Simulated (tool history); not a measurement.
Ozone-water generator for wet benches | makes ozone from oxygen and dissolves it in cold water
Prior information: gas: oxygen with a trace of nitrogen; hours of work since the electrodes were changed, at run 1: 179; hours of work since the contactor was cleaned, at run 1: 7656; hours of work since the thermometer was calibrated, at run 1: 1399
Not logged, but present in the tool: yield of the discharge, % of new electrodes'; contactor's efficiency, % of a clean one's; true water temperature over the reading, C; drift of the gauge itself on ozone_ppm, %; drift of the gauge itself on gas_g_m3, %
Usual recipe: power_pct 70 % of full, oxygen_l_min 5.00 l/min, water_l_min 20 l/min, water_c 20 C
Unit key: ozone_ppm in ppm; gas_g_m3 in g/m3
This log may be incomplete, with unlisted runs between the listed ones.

run,hour,power_pct,oxygen_l_min,water_l_min,water_c,hours of work since the electrodes were changed,hours of work since the contactor was cleaned,hours of work since the thermometer was calibrated,ozone_ppm,gas_g_m3
1,0.0,70,5.00,20,20,179,7656,1399,25.2,262.5
2,37.6,70,5.00,20,20,209,7687,1430,25.4,264.8
3,78.6,70,3.15,20,20,243,7720,1463,24.2,333.6
4,125.4,70,5.00,27,20,281,7758,1501,19.8,264.0
5,156.5,70,5.00,27,20,306,7783,1526,20.1,264.2
6,225.7,70,5.00,20,20,362,7839,1583,25.5,265.8
7,257.8,70,5.00,20,20,388,7866,1609,25.5,268.4
8,309.3,70,5.00,27,20,430,7907,1650,19.9,264.9
9,358.6,70,5.00,27,20,470,7947,1690,19.9,262.8
10,403.4,70,5.00,27,20,506,7984,1727,20.1,263.9
11,459.3,70,5.00,27,20,552,8029,1772,19.9,264.6
12,510.7,70,5.00,27,20,593,8071,1814,19.7,267.4
13,579.3,45,5.57,14,18,649,8127,1870,25.0,185.9
14,626.7,52,5.00,20,20,688,8165,1908,20.5,214.1
15,665.3,52,5.00,20,20,719,8196,1939,20.4,213.0
# hour 730.2: contactor cleaned
16,738.9,50,3.28,20,20,775,7,1996,19.9,260.6
17,769.9,70,4.75,20,12,801,32,2021,29.2,269.8
18,829.8,70,3.29,18,20,849,81,2070,27.3,322.4
19,863.5,70,6.33,20,20,877,108,2097,26.3,232.6

Here are 3 independent what-if runs from the current tool condition. What would each one return?
A,897.6,70,5.00,17,20,904,136,2125,?,?
B,897.6,72,5.00,16,20,904,136,2125,?,?
C,897.6,41,6.33,17,20,904,136,2125,?,?

run,ozone_ppm,gas_g_m3
A,29.7,263.6
B,31.4,266.5
C,20.6,163.4
Without the tool's unlogged condition, the same runs would have read:
run,ozone_ppm,gas_g_m3
A,30.1,265.4
B,31.8,268.3
C,20.8,164.1
